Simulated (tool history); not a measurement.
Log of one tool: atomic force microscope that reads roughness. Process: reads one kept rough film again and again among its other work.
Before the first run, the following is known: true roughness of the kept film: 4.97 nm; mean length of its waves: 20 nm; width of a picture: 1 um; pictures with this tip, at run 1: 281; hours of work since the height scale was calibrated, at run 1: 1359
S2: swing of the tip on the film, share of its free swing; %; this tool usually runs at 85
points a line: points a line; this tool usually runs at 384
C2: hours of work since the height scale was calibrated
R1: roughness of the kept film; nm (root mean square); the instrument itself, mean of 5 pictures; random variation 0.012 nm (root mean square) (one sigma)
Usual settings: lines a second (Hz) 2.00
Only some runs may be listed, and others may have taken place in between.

run 1 hour=0.0 | lines_a_second_(Hz)=2.00 S2=85 points_a_line=384 | pictures_with_this_tip=281 C2=1359 | R1=2.178
run 2 hour=57.9 | lines_a_second_(Hz)=2.00 S2=85 points_a_line=384 | pictures_with_this_tip=358 C2=1396 | R1=2.038
-- hour=70.4 new tip fitted
run 3 hour=124.2 | lines_a_second_(Hz)=2.00 S2=85 points_a_line=384 | pictures_with_this_tip=71 C2=1439 | R1=2.643
run 4 hour=154.3 | lines_a_second_(Hz)=2.00 S2=85 points_a_line=333 | pictures_with_this_tip=110 C2=1458 | R1=2.505
run 5 hour=221.8 | lines_a_second_(Hz)=2.00 S2=85 points_a_line=384 | pictures_with_this_tip=200 C2=1501 | R1=2.311
run 6 hour=286.9 | lines_a_second_(Hz)=2.00 S2=85 points_a_line=384 | pictures_with_this_tip=286 C2=1543 | R1=2.135
run 7 hour=348.6 | lines_a_second_(Hz)=2.00 S2=85 points_a_line=384 | pictures_with_this_tip=367 C2=1583 | R1=2.005
-- hour=352.7 new tip fitted
run 8 hour=389.8 | lines_a_second_(Hz)=2.00 S2=85 points_a_line=384 | pictures_with_this_tip=49 C2=1609 | R1=2.685
run 9 hour=438.6 | lines_a_second_(Hz)=2.00 S2=85 points_a_line=384 | pictures_with_this_tip=113 C2=1640 | R1=2.510
run 10 hour=490.4 | lines_a_second_(Hz)=2.00 S2=85 points_a_line=384 | pictures_with_this_tip=182 C2=1674 | R1=2.342
run 11 hour=548.5 | lines_a_second_(Hz)=2.00 S2=85 points_a_line=384 | pictures_with_this_tip=259 C2=1711 | R1=2.188
run 12 hour=592.6 | lines_a_second_(Hz)=0.83 S2=85 points_a_line=384 | pictures_with_this_tip=317 C2=1739 | R1=2.393
-- hour=636.4 new tip fitted
run 13 hour=658.4 | lines_a_second_(Hz)=0.83 S2=85 points_a_line=384 | pictures_with_this_tip=29 C2=1781 | R1=3.179
run 14 hour=716.7 | lines_a_second_(Hz)=2.00 S2=85 points_a_line=900 | pictures_with_this_tip=106 C2=1819 | R1=2.592
run 15 hour=770.2 | lines_a_second_(Hz)=2.00 S2=85 points_a_line=900 | pictures_with_this_tip=177 C2=1853 | R1=2.408
run 16 hour=807.9 | lines_a_second_(Hz)=2.00 S2=85 points_a_line=936 | pictures_with_this_tip=227 C2=1877 | R1=2.289
run 17 hour=853.0 | lines_a_second_(Hz)=2.00 S2=85 points_a_line=936 | pictures_with_this_tip=286 C2=1906 | R1=2.193
-- hour=868.0 height scale calibrated on a step standard
run 18 hour=891.5 | lines_a_second_(Hz)=2.00 S2=85 points_a_line=936 | pictures_with_this_tip=336 C2=15 | R1=2.053
-- hour=922.5 new tip fitted
run 19 hour=956.5 | lines_a_second_(Hz)=2.00 S2=85 points_a_line=936 | pictures_with_this_tip=45 C2=57 | R1=2.698
run 20 hour=1026.1 | lines_a_second_(Hz)=2.00 S2=85 points_a_line=936 | pictures_with_this_tip=137 C2=101 | R1=2.482
run 21 hour=1073.4 | lines_a_second_(Hz)=2.00 S2=66 points_a_line=384 | pictures_with_this_tip=199 C2=132 | R1=2.678
run 22 hour=1138.4 | lines_a_second_(Hz)=2.00 S2=66 points_a_line=384 | pictures_with_this_tip=285 C2=173 | R1=2.463
run 23 hour=1173.3 | lines_a_second_(Hz)=2.00 S2=66 points_a_line=384 | pictures_with_this_tip=331 C2=196 | R1=2.352
-- hour=1203.4 new tip fitted
run 24 hour=1215.1 | lines_a_second_(Hz)=0.62 S2=67 points_a_line=625 | pictures_with_this_tip=16 C2=222 | R1=3.497
run 25 hour=1261.7 | lines_a_second_(Hz)=0.62 S2=67 points_a_line=625 | pictures_with_this_tip=77 C2=252 | R1=3.239
run 26 hour=1299.3 | lines_a_second_(Hz)=0.62 S2=67 points_a_line=625 | pictures_with_this_tip=127 C2=276 | R1=3.089
run 27 hour=1367.1 | lines_a_second_(Hz)=0.62 S2=67 points_a_line=625 | pictures_with_this_tip=216 C2=320 | R1=2.825
run 28 hour=1419.5 | lines_a_second_(Hz)=0.62 S2=67 points_a_line=625 | pictures_with_this_tip=286 C2=354 | R1=2.653
-- hour=1485.8 new tip fitted
run 29 hour=1485.8 | lines_a_second_(Hz)=0.65 S2=65 points_a_line=295 | pictures_with_this_tip=0 C2=396 | R1=3.447
run 30 hour=1556.1 | lines_a_second_(Hz)=2.00 S2=62 points_a_line=464 | pictures_with_this_tip=92 C2=441 | R1=3.051
run 31 hour=1593.4 | lines_a_second_(Hz)=2.00 S2=62 points_a_line=464 | pictures_with_this_tip=142 C2=465 | R1=2.895
run 32 hour=1665.7 | lines_a_second_(Hz)=2.00 S2=77 points_a_line=496 | pictures_with_this_tip=237 C2=511 | R1=2.393
run 33 hour=1729.3 | lines_a_second_(Hz)=0.85 S2=85 points_a_line=384 | pictures_with_this_tip=321 C2=552 | R1=2.367
-- hour=1770.3 new tip fitted
run 34 hour=1784.3 | lines_a_second_(Hz)=0.85 S2=83 points_a_line=528 | pictures_with_this_tip=18 C2=587 | R1=3.200
run 35 hour=1833.3 | lines_a_second_(Hz)=1.33 S2=76 points_a_line=313 | pictures_with_this_tip=83 C2=619 | R1=2.920
run 36 hour=1883.3 | lines_a_second_(Hz)=0.73 S2=65 points_a_line=894 | pictures_with_this_tip=149 C2=651 | R1=3.046
run 37 hour=1939.6 | lines_a_second_(Hz)=2.00 S2=72 points_a_line=724 | pictures_with_this_tip=223 C2=687 | R1=2.547
run 38 hour=2000.9 | lines_a_second_(Hz)=2.00 S2=72 points_a_line=299 | pictures_with_this_tip=304 C2=726 | R1=2.316
-- hour=2051.8 new tip fitted
run 39 hour=2060.4 | lines_a_second_(Hz)=0.77 S2=85 points_a_line=326 | pictures_with_this_tip=11 C2=764 | R1=3.230
run 40 hour=2098.9 | lines_a_second_(Hz)=0.77 S2=85 points_a_line=326 | pictures_with_this_tip=62 C2=789 | R1=3.034
run 41 hour=2130.8 | lines_a_second_(Hz)=0.62 S2=85 points_a_line=998 | pictures_with_this_tip=104 C2=810 | R1=3.037
run 42 hour=2162.5 | lines_a_second_(Hz)=1.33 S2=75 points_a_line=369 | pictures_with_this_tip=146 C2=830 | R1=2.778
run 43 hour=2199.7 | lines_a_second_(Hz)=1.04 S2=74 points_a_line=489 | pictures_with_this_tip=195 C2=854 | R1=2.761
run 44 hour=2238.4 | lines_a_second_(Hz)=2.00 S2=84 points_a_line=604 | pictures_with_this_tip=246 C2=879 | R1=2.237

Below, each run's measurement less what the same run would have read without the hidden state. Both values contain the same run-to-run variation, but the gauge's scatter may not be the same in both:
Unlogged tool condition in this case: radius of the tip, nm; height scale over the true one, %; drift of the gauge itself on roughness_nm, %.
run=1 R1=-0.673
run=2 R1=-0.797
run=3 R1=-0.206
run=4 R1=-0.305
run=5 R1=-0.514
run=6 R1=-0.683
run=7 R1=-0.825
run=8 R1=-0.162
run=9 R1=-0.333
run=10 R1=-0.498
run=11 R1=-0.651
run=12 R1=-0.876
run=13 R1=-0.073
run=14 R1=-0.298
run=15 R1=-0.466
run=16 R1=-0.580
run=17 R1=-0.687
run=18 R1=-0.840
run=19 R1=-0.141
run=20 R1=-0.395
run=21 R1=-0.617
run=22 R1=-0.831
run=23 R1=-0.925
run=24 R1=-0.073
run=25 R1=-0.312
run=26 R1=-0.474
run=27 R1=-0.723
run=28 R1=-0.906
run=29 R1=-0.024
run=30 R1=-0.339
run=31 R1=-0.484
run=32 R1=-0.678
run=33 R1=-0.889
run=34 R1=-0.085
run=35 R1=-0.290
run=36 R1=-0.536
run=37 R1=-0.661
run=38 R1=-0.819
run=39 R1=-0.032
run=40 R1=-0.219
run=41 R1=-0.371
run=42 R1=-0.465
run=43 R1=-0.628
run=44 R1=-0.644
